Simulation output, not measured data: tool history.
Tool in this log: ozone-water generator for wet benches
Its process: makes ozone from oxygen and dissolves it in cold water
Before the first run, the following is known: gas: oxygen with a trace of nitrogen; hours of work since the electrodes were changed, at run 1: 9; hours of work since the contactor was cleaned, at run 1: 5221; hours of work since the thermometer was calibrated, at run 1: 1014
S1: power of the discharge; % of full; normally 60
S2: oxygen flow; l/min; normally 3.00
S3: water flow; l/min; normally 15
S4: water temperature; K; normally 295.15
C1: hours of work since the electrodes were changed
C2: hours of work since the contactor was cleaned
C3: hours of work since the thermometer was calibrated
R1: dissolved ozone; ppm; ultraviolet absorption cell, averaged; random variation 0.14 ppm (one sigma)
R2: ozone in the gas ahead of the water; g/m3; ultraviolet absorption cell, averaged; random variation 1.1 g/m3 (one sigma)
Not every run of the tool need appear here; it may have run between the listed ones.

run,hour,S1,S2,S3,S4,C1,C2,C3,R1,R2
1,0.0,60,3.00,15,295.15,9,5221,1014,15.4,197.9
2,23.1,60,3.00,15,295.15,23,5235,1029,15.2,199.0
3,40.5,60,3.00,15,301.15,34,5246,1039,14.2,199.9
4,68.4,60,3.00,15,301.15,51,5263,1056,14.1,197.7
5,92.5,60,3.00,15,301.15,66,5278,1071,14.1,199.2
6,113.4,60,3.00,14,295.15,78,5291,1084,16.2,198.7
7,146.0,60,3.00,14,295.15,98,5311,1104,16.1,198.4
8,178.0,60,3.00,14,295.15,118,5331,1124,16.3,198.2
# hour 184.2: contactor cleaned
9,211.3,53,3.00,12,295.15,136,17,1142,15.9,180.0
10,232.6,97,3.00,12,295.15,149,30,1155,25.6,289.1
11,252.0,97,3.00,12,295.15,161,42,1167,25.4,286.7
12,274.6,56,3.00,17,295.15,175,55,1180,12.5,187.4
13,318.2,60,3.00,15,291.15,202,82,1207,15.5,197.8
14,353.4,42,1.92,18,297.15,223,104,1229,8.6,189.4
15,373.0,42,1.92,17,297.15,235,116,1241,9.2,187.8
# hour 392.2: contactor cleaned, once more
16,403.5,45,1.76,17,295.15,252,7,1257,10.8,208.0

Measured minus without-hidden-state, run by run (identical run-to-run variation in each term; gauge scatter may differ):
What the log doesn't record here: yield of the discharge, % of new electrodes'; contactor's efficiency, % of a clean one's; true water temperature over the reading, C; drift of the gauge itself on ozone_ppm, %; drift of the gauge itself on gas_g_m3, %.
run,R1
1,-1.0
2,-1.0
3,-0.9
4,-0.9
5,-0.9
6,-1.0
7,-1.0
8,-1.0
9,-1.6
10,-2.6
11,-2.7
12,-1.4
13,-1.7
14,-1.0
15,-1.1
16,-0.1
For R2, the value without the hidden state is never more than 1.0 g/m3 from the measured value.
